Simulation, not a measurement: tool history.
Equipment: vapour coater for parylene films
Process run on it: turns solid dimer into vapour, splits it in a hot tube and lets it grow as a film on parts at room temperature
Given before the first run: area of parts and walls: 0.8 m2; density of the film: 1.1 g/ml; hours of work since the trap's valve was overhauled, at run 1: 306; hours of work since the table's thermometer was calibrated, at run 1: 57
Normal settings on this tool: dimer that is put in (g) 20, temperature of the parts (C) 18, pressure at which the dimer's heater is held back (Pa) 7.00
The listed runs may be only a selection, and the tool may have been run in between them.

| run | day | dimer that is put in (g) | temperature of the parts (C) | pressure at which the dimer's heater is held back (Pa) | hours of work since the trap's valve was overhauled | hours of work since the table's thermometer was calibrated | thickness of the film (µm) |
|---|---|---|---|---|---|---|---|
| 1 | 0.000 | 20 | 18 | 7.00 | 306 | 57 | 16.80 |
| 2 | 0.708 | 20 | 18 | 8.09 | 315 | 66 | 16.50 |
|  | 0.962 | trap's valve overhauled |
| 3 | 1.658 | 20 | 18 | 8.09 | 9 | 76 | 16.55 |
| 4 | 2.088 | 20 | 18 | 8.09 | 14 | 81 | 16.45 |
| 5 | 2.700 | 20 | 18 | 7.00 | 22 | 89 | 16.75 |
| 6 | 3.571 | 20 | 18 | 7.00 | 33 | 100 | 16.53 |
| 7 | 4.475 | 20 | 18 | 7.00 | 44 | 111 | 16.63 |
| 8 | 5.388 | 20 | 18 | 7.00 | 56 | 122 | 16.70 |
| 9 | 6.208 | 20 | 18 | 7.00 | 66 | 133 | 16.58 |
| 10 | 7.088 | 20 | 18 | 2.49 | 77 | 144 | 17.93 |
| 11 | 7.912 | 20 | 18 | 2.49 | 87 | 154 | 17.79 |
| 12 | 8.788 | 20 | 19 | 11.47 | 98 | 165 | 15.65 |
| 13 | 9.488 | 20 | 19 | 11.47 | 107 | 174 | 15.97 |
| 14 | 10.162 | 34 | 18 | 2.33 | 115 | 182 | 30.78 |
| 15 | 10.921 | 15 | 13 | 7.00 | 125 | 192 | 14.48 |

Below are 5 alternative next runs, each starting from the tool's condition after run 15. Predict each:
| A | 11.725 | 19 | 10 | 2.19 | 135 | 202 | ? |
| B | 11.725 | 28 | 13 | 7.00 | 135 | 202 | ? |
| C | 11.725 | 29 | 15 | 2.42 | 135 | 202 | ? |
| D | 11.725 | 27 | 20 | 5.41 | 135 | 202 | ? |
| E | 11.725 | 16 | 15 | 7.00 | 135 | 202 | ? |

| run | thickness of the film (µm) |
|---|---|
| A | 21.45 |
| B | 26.54 |
| C | 28.47 |
| D | 21.56 |
| E | 14.42 |
With no hidden state in the tool, these same runs would have given:
| run | thickness of the film (µm) |
|---|---|
| A | 21.48 |
| B | 26.57 |
| C | 28.51 |
| D | 21.59 |
| E | 14.43 |

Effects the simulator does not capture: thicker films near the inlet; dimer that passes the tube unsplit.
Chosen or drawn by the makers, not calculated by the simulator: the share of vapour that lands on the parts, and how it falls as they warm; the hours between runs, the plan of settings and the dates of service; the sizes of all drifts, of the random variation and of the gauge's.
